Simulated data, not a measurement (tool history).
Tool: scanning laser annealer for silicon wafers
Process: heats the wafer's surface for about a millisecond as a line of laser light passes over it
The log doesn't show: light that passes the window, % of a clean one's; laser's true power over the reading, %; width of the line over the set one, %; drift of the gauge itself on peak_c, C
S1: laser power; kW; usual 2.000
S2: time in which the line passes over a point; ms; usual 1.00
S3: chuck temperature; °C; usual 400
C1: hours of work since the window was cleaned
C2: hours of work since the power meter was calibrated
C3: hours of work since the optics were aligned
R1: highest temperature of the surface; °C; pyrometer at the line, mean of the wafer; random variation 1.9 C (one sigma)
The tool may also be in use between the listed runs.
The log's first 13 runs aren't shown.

Run 14, hour 94.4: usual settings but S2 1.17 ms; C1 14; C2 252; C3 712. Result: R1 1260 °C.
Run 15, hour 102.2: usual settings but S2 1.17 ms; C1 20; C2 258; C3 718. Result: R1 1261 °C.
Run 16, hour 111.5: usual settings but S2 1.17 ms; C1 27; C2 265; C3 726. Result: R1 1257 °C.
Run 17, hour 122.2: usual settings but S1 1.857 kW; C1 35; C2 274; C3 734. Result: R1 1129 °C.
Run 18, hour 129.1: usual settings but S1 1.999 kW, S2 0.70 ms, S3 434 °C; C1 40; C2 279; C3 739. Result: R1 1076 °C.
Run 19, hour 137.5: usual settings but S1 2.094 kW, S2 0.72 ms, S3 434 °C; C1 47; C2 285; C3 746. Result: R1 1119 °C.
Run 20, hour 143.7: usual settings but S1 1.896 kW, S2 0.74 ms, S3 374 °C; C1 52; C2 290; C3 750. Result: R1 998 °C.
Run 21, hour 148.6: usual settings but S1 1.896 kW, S2 0.74 ms, S3 374 °C; C1 56; C2 294; C3 754. Result: R1 998 °C.
Run 22, hour 157.1: usual settings but S1 1.896 kW, S2 0.74 ms, S3 374 °C; C1 62; C2 301; C3 761. Result: R1 1001 °C.
Run 23, hour 163.2: usual settings but S1 1.896 kW, S2 0.74 ms, S3 374 °C; C1 67; C2 305; C3 766. Result: R1 1001 °C.
Run 24, hour 168.6: usual settings but S1 1.830 kW, S2 0.73 ms, S3 436 °C; C1 71; C2 309; C3 770. Result: R1 1032 °C.
Run 25, hour 174.0: usual settings but S1 1.830 kW, S2 1.19 ms, S3 436 °C; C1 75; C2 314; C3 774. Result: R1 1220 °C.
Run 26, hour 179.6: usual settings but S1 1.965 kW, S2 0.72 ms; C1 79; C2 318; C3 778. Result: R1 1041 °C.
Run 27, hour 187.4: usual settings but S1 1.911 kW, S3 426 °C; C1 85; C2 324; C3 784. Result: R1 1172 °C.

Run 28 comes next. What will it give?
Run 28, hour 193.3: usual settings but S1 2.164 kW, S2 0.74 ms, S3 379 °C; C1 90; C2 328; C3 789. Result: R1 ?.

Run 28 gave R1 1095 °C.
Without the tool's hidden state the same run would have given R1 1114 °C.
